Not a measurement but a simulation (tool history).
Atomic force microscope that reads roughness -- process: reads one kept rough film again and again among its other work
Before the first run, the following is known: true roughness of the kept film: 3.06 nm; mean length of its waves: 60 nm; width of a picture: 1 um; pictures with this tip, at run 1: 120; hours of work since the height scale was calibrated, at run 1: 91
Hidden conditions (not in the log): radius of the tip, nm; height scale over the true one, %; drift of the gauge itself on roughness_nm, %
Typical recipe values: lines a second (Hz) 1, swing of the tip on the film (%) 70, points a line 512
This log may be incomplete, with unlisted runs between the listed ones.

run   hour  lines a second (Hz)  swing of the tip on the film (%)  points a line  pictures with this tip  hours of work since the height scale was calibrated  roughness of the kept film (nm (root mean square))
  1      0                    1                                70            512                     120                                                   91                                                2.79
  2    6.4                    1                                70            512                     130                                                   94                                               2.779
  3   14.3                    1                                70            512                     143                                                   98                                               2.746
  4   21.8                 1.78                                70            512                     155                                                  102                                               2.711
  5   33.4                 3.51                                70            512                     174                                                  108                                               2.626
  6   40.1                 3.51                                70            512                     184                                                  111                                               2.605
      45.7  -- new tip fitted
  7   50.9                 3.51                                70            512                       8                                                  116                                               2.825
  8   62.2                 3.51                                70            512                      26                                                  121                                                 2.8
  9   70.7                    1                                70            424                      40                                                  126                                               2.911
 10   78.2                    1                                70            424                      52                                                  129                                               2.884
 11   87.6                    1                                70            424                      67                                                  134                                               2.872
 12   93.7                    1                                70            424                      76                                                  137                                               2.855
 13    105                    1                                70            424                      95                                                  142                                               2.807
 14    116                    1                                70            424                     112                                                  148                                               2.805
 15  123.1                    1                                70            512                     124                                                  151                                               2.796
 16  130.8                    1                                70            512                     136                                                  155                                               2.789
 17    141                    1                                70            512                     152                                                  160                                               2.778
     142.7  -- height scale calibrated on a step standard
 18  149.8                    1                                70            512                     165                                                    3                                               2.744
 19  159.9                    1                                70            512                     181                                                    8                                                2.72
     168.4  -- new tip fitted
 20  173.2                    1                                70            512                       7                                                   15                                               2.934
 21  183.9                    1                                70            512                      25                                                   20                                               2.912
 22  189.2                  0.6                                70            406                      33                                                   22                                               2.902
 23  199.1                 0.86                                75            805                      49                                                   27                                               2.849
 24  210.8                 0.86                                75            805                      68                                                   33                                               2.852
     214.8  -- height scale calibrated on a step standard, once more
 25  223.1                 0.86                                75            805                      86                                                    4                                               2.819
 26  233.5                 0.86                                75            805                     102                                                    9                                               2.818
 27  243.7                 0.86                                75            805                     119                                                   14                                               2.803
 28  249.4                    1                                70            260                     128                                                   17                                               2.769
 29  259.9                 0.52                                63            283                     145                                                   22                                               2.796
 30  268.5                 0.78                                55            456                     158                                                   26                                               2.786
 31  279.3                  1.5                                63            266                     176                                                   32                                               2.719
 32  287.8                  1.5                                63            266                     189                                                   36                                               2.704
     290.3  -- new tip fitted
 33    296                 0.54                                66            892                       9                                                   39                                               2.987
 34  307.1                 3.28                                59            309                      27                                                   45                                                2.88
 35  319.2                 3.28                                59            309                      46                                                   51                                                2.84
 36  329.7                 3.28                                59            309                      63                                                   56                                               2.831
 37  341.6                    1                                79            365                      82                                                   62                                               2.818

Same runs, no hidden state in the tool, same run-to-run variation:
run  roughness of the kept film (nm (root mean square))
  1                                               2.948
  2                                               2.947
  3                                               2.929
  4                                               2.904
  5                                               2.835
  6                                               2.823
  7                                               2.833
  8                                               2.829
  9                                                2.96
 10                                               2.945
 11                                               2.952
 12                                               2.945
 13                                                2.92
 14                                               2.937
 15                                               2.944
 16                                               2.949
 17                                               2.955
 18                                               2.932
 19                                               2.926
 20                                               2.945
 21                                               2.946
 22                                               2.946
 23                                               2.914
 24                                                2.94
 25                                               2.929
 26                                               2.948
 27                                               2.953
 28                                               2.928
 29                                               2.976
 30                                               2.981
 31                                               2.929
 32                                               2.927
 33                                               2.995
 34                                               2.909
 35                                               2.892
 36                                               2.903
 37                                                2.91
